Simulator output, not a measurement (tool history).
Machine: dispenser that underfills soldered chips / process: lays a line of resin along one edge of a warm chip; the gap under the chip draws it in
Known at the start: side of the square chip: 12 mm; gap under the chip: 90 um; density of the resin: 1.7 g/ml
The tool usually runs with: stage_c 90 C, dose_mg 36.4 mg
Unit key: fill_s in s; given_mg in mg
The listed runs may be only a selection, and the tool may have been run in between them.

run,hour,stage_c,dose_mg,fill_s,given_mg
1,0.0,90,36.4,41.1,36.26
2,11.5,94,36.4,62.5,36.16
# hour 13.5: new syringe of resin
3,22.5,94,36.4,40.8,36.07
# hour 33.1: new syringe of resin
4,33.5,94,36.4,26.6,35.97
5,44.9,94,36.4,46.9,35.89
# hour 52.3: new syringe of resin
# hour 57.4: dispensing valve cleaned and set on the balance
6,61.7,94,36.4,38.5,36.40
# hour 72.6: new syringe of resin
7,72.6,94,36.4,25.6,36.29
8,85.0,90,36.4,55.4,36.19
# hour 91.9: new syringe of resin
9,95.9,90,36.4,36.9,36.10
# hour 111.7: new syringe of resin
10,112.5,90,31.4,32.6,31.04
11,123.6,90,31.4,54.1,30.95
# hour 130.9: dispensing valve cleaned and set on the balance
# hour 132.3: new syringe of resin
12,132.9,90,31.4,31.3,31.37
13,148.1,90,31.4,66.8,31.23
# hour 151.7: new syringe of resin
14,163.7,90,36.4,54.9,36.13
# hour 171.0: new syringe of resin
15,178.1,90,36.4,43.0,35.97
16,186.9,90,36.4,65.8,35.95
# hour 190.7: new syringe of resin
# hour 204.5: dispensing valve cleaned and set on the balance
17,204.7,90,32.4,57.4,32.41
# hour 211.0: new syringe of resin
18,213.9,90,32.4,35.7,32.27
# hour 230.9: new syringe of resin
19,230.9,102,34.0,19.1,33.79
20,247.5,92,38.2,61.9,37.75
# hour 250.4: new syringe of resin
21,260.6,93,40.6,42.8,40.04
# hour 269.6: new syringe of resin
# hour 277.7: dispensing valve cleaned and set on the balance
22,277.7,92,35.5,39.2,35.45
# hour 290.7: new syringe of resin
23,291.8,90,37.7,32.3,37.61
24,302.5,93,40.2,46.5,39.95
# hour 310.2: new syringe of resin
25,310.2,93,40.2,26.8,39.86
26,322.5,93,40.2,48.1,39.75
# hour 329.5: new syringe of resin
27,339.4,93,40.2,42.0,39.69
# hour 348.8: new syringe of resin
# hour 351.2: dispensing valve cleaned and set on the balance
28,356.0,86,38.7,45.6,38.69
# hour 369.6: new syringe of resin
29,373.3,86,38.7,42.5,38.45
30,384.4,77,37.7,104.9,37.41
# hour 389.0: new syringe of resin
31,392.7,105,41.0,19.4,40.65
32,407.9,95,45.3,59.9,44.74
# hour 409.2: new syringe of resin
33,420.2,95,45.3,40.7,44.66
# hour 424.9: dispensing valve cleaned and set on the balance
# hour 429.4: new syringe of resin
34,431.4,82,34.7,43.9,34.51
35,441.1,90,34.3,51.3,34.10
# hour 449.5: new syringe of resin
# hour 451.5: stage's temperature calibrated
36,453.9,90,34.3,39.2,33.96

Some steps in fill_s between neighbouring runs. How much of each would the tool show without its hidden state too (settings, what came in, random variation), and how much is left for the hidden state, with any gauge scatter that isn't in both results?
Hidden state present: resin's viscosity, % of fresh resin's; dose that the valve gives, % of what is set; true chip temperature over the reading, C; drift of the gauge itself on fill_s, %; drift of the gauge itself on given_mg, %.
Run 12 -> 13: no setting changed, nothing entered. fill_s +35.5 s: hidden state +34.6, all else +0.9.
Run 19 -> 20: stage_c 102 -> 92, dose_mg 34.0 -> 38.2. fill_s +42.8 s: hidden state +33.6, all else +9.2.
Run 29 -> 30: stage_c 86 -> 77, dose_mg 38.7 -> 37.7. fill_s +62.4 s: hidden state +45.0, all else +17.4.
Run 30 -> 31: stage_c 77 -> 105, dose_mg 37.7 -> 41.0, new syringe of resin. fill_s -85.5 s: hidden state -47.2, all else -38.3.

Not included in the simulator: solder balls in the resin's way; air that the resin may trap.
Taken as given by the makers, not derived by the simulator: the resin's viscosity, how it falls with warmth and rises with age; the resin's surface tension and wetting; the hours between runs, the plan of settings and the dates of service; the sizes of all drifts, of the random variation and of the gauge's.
